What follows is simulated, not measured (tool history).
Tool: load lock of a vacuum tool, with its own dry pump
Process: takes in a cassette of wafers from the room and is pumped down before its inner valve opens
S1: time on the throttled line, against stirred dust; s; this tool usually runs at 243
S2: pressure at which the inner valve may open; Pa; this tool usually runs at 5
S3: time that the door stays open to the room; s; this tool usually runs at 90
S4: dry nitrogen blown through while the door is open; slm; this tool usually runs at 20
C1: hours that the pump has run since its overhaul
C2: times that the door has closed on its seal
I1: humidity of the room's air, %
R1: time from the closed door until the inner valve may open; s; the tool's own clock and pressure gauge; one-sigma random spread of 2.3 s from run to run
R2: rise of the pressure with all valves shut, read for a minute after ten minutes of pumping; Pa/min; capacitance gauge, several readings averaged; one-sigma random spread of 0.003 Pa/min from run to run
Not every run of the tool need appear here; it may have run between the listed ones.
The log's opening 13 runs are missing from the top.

run,hour,S1,S2,S3,S4,C1,C2,I1,R1,R2
14,2099.3,243,5,90,20,12220,43595,47.4,374.8,0.037
15,2213,243,5,74,20,12334,44036,46.9,369.3,0.031
16,2381.7,243,5,90,20,12503,44689,45.3,378.2,0.036
17,2566.5,243,5,90,20,12687,45404,41.4,373,0.031
18,2753.8,243,5,90,20,12875,46130,43.8,376.1,0.033
19,2961.5,202,5,90,20,13082,46934,45.2,339.5,0.037
20,3087.9,154,5,90,20,13209,47423,46.2,296.1,0.04
21,3217.2,221,6,60,20,13338,47924,45.5,352.6,0.024
22,3335.3,243,5,43,5,13456,48381,44.3,375.3,0.033
23,3523.7,323,6,90,20,13645,49110,43.6,438.3,0.035
24,3676.2,124,8,27,20,13797,49701,45.2,259.9,0.017
25,3869.7,124,8,27,20,13991,50450,45.2,263,0.019
# hour 3958: dry pump taken out, an overhauled one fitted
26,3999.1,124,6,26,20,41,50928,45.8,265.3,0.014
27,4166.3,243,5,238,4,208,51575,47.3,374.8,0.104
28,4306.9,243,5,238,4,349,52119,43.5,373.1,0.103
29,4420.3,272,5,100,16,462,52558,46,397,0.045
30,4641.3,243,4,39,20,683,53414,45.5,377.3,0.022
31,4773.7,243,4,39,20,816,53927,44.9,379,0.018
32,4969.9,243,4,39,20,1012,54686,43.3,379.9,0.017
33,5174.6,243,4,39,20,1217,55479,48.2,375.1,0.019
34,5285.7,337,5,82,20,1328,55909,45.5,456.7,0.029
35,5414.9,243,9,29,12,1457,56409,45,365.8,0.018
36,5562.6,141,5,173,20,1605,56981,45.8,283.9,0.06
37,5698.1,243,5,51,34,1740,57505,45.2,370.9,0.022

Here are 3 independent what-if runs from the current tool condition. What would each one return?
A,5918.8,258,5,51,34,1961,58360,43.6,?,?
B,5918.8,243,5,209,34,1961,58360,45.3,?,?
C,5918.8,147,5,179,8,1961,58360,44.9,?,?

run,R1,R2
A,390,0.017
B,374.8,0.053
C,290.7,0.074
Without the tool's unlogged condition, the same runs would have read:
run,R1,R2
A,389.9,0.016
B,374.7,0.052
C,290.7,0.073

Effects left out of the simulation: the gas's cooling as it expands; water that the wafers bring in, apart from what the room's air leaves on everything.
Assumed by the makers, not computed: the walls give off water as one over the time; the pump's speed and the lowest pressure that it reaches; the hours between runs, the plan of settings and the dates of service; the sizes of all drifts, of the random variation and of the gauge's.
